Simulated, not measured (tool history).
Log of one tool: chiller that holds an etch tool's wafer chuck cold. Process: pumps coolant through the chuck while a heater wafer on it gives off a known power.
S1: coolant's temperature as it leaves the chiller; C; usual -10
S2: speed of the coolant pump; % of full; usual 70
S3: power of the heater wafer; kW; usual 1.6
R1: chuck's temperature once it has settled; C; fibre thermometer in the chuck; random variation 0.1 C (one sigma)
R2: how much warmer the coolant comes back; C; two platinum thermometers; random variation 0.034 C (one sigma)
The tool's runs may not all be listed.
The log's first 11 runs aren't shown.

run,hour,S1,S2,S3,R1,R2
12,1453.5,-10,70,1.398,3.4,4.48
13,1579.6,-10,70,1.398,3.7,4.51
14,1672.5,-10,70,1.398,3.6,4.38
15,1813.8,-10,70,1.398,3.6,4.36
16,1943.5,-10,70,1.6,5.7,5.13
17,2065.6,-10,70,1.6,5.6,5.1
18,2154.8,-10,70,1.6,5.6,5.03
19,2310.5,-11,65,1.69,6.6,5.79
20,2431.8,-11,65,1.69,6.5,5.74
21,2557.6,-11,65,1.69,6.4,5.8
# hour 2585.1: chiller's thermometer calibrated
22,2681.2,-13,65,1.69,4.6,5.8
23,2834.2,-13,65,1.69,4.8,5.71
24,2916,-13,65,1.69,4.6,5.71
25,3090.5,-13,65,1.69,4.4,5.7
# hour 3149.5: gauge calibrated
26,3181.2,-20,87,1.69,-6.4,4.46
27,3359.9,-20,78,1.6,-5.7,4.77
# hour 3481.1: coolant changed, channels flushed
28,3499.7,-14,70,1.332,-1,4.41
29,3666.5,-4,60,1.332,10.7,5.16
30,3800.1,-15,89,1.182,-5.7,3
31,3873.9,-6,61,1.6,11.6,6.07

Forecast each of these 4 alternatives for the next run:
A,3973.6,-19,70,1.6,?,?
B,3973.6,-10,88,1.148,?,?
C,3973.6,-6,81,1.6,?,?
D,3973.6,-13,78,2.379,?,?

run,R1,R2
A,-3.2,5.21
B,-0.6,2.92
C,7.7,4.52
D,8.1,6.99
Without the tool's hidden state the same runs would have given:
run,R1,R2
A,-3.2,5.29
B,-0.6,3.01
C,7.7,4.61
D,8,7.07

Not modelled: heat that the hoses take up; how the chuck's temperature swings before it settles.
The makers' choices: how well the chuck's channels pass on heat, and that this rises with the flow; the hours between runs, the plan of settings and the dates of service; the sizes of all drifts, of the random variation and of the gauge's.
